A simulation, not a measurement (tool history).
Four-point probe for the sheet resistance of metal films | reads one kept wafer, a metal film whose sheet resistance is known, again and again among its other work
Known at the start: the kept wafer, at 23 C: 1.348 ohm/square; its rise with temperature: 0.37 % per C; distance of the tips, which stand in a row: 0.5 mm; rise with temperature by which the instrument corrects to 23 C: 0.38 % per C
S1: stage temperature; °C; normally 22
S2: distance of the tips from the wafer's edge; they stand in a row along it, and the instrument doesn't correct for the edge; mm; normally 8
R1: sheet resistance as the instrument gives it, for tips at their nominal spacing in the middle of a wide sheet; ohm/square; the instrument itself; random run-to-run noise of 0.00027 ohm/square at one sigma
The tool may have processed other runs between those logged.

run	day	S1	S2	R1
1	0	22	8	1.356708
2	2.625	22	8	1.357471
3	5.488	22	8	1.357854
4	8.75	20	8	1.359021
5	11.992	22	35	1.356931
6	13.717	22	35	1.357252
7	15.267	22	8	1.360099
8	17.975	22	8	1.361314
9	19.392	22	8	1.361348
10	20.892	22	8	1.361336
11	23.833	22	8	1.362253
12	26.004	22	8	1.362317
13	28.792	22	8	1.362559
14	31.242	22	8	1.363212
# day 33.196: new probe head fitted
15	33.675	22	11	1.352599
16	35.171	22	11	1.353461
17	38.125	22	11	1.353675
18	41.058	27	11	1.352836
19	42.892	22	8	1.355644
20	44.342	22	8	1.356202
21	45.667	22	8	1.356296
22	47.162	22	8	1.356698
23	49.192	22	8	1.357099
24	50.758	22	8	1.3574
# day 50.988: stage's thermometer calibrated
25	52.425	22	8	1.358835
26	54.533	19	10	1.358989
27	56.567	19	7	1.361575
28	58.346	33	55	1.355182
29	60.846	22	25	1.358402
30	62.492	27	62	1.357456
31	65.508	18	62	1.359871
32	67.596	18	62	1.359247
# day 68.846: stage's thermometer calibrated, once more
33	69.808	29	26	1.355015
34	72.354	20	20	1.357352
35	75.429	34	23	1.355291
36	78.025	34	23	1.355589
37	80.592	21	20	1.358911
38	83.633	25	73	1.358274
39	86.292	25	73	1.358476
40	89.304	31	3	1.378071
41	91.133	31	3	1.377739
42	94.258	31	3	1.379089
43	95.904	31	3	1.379235
44	98.358	20	15	1.362501
45	101.038	20	26	1.362673
46	102.888	19	69	1.36221

Forecast each of these 3 alternatives for the next run:
A	104.542	31	8	?
B	104.542	26	69	?
C	104.542	19	9	?

run	R1
A	1.364452
B	1.361381
C	1.365101
Without the tool's hidden state the same runs would have given:
run	R1
A	1.350259
B	1.347213
C	1.350888
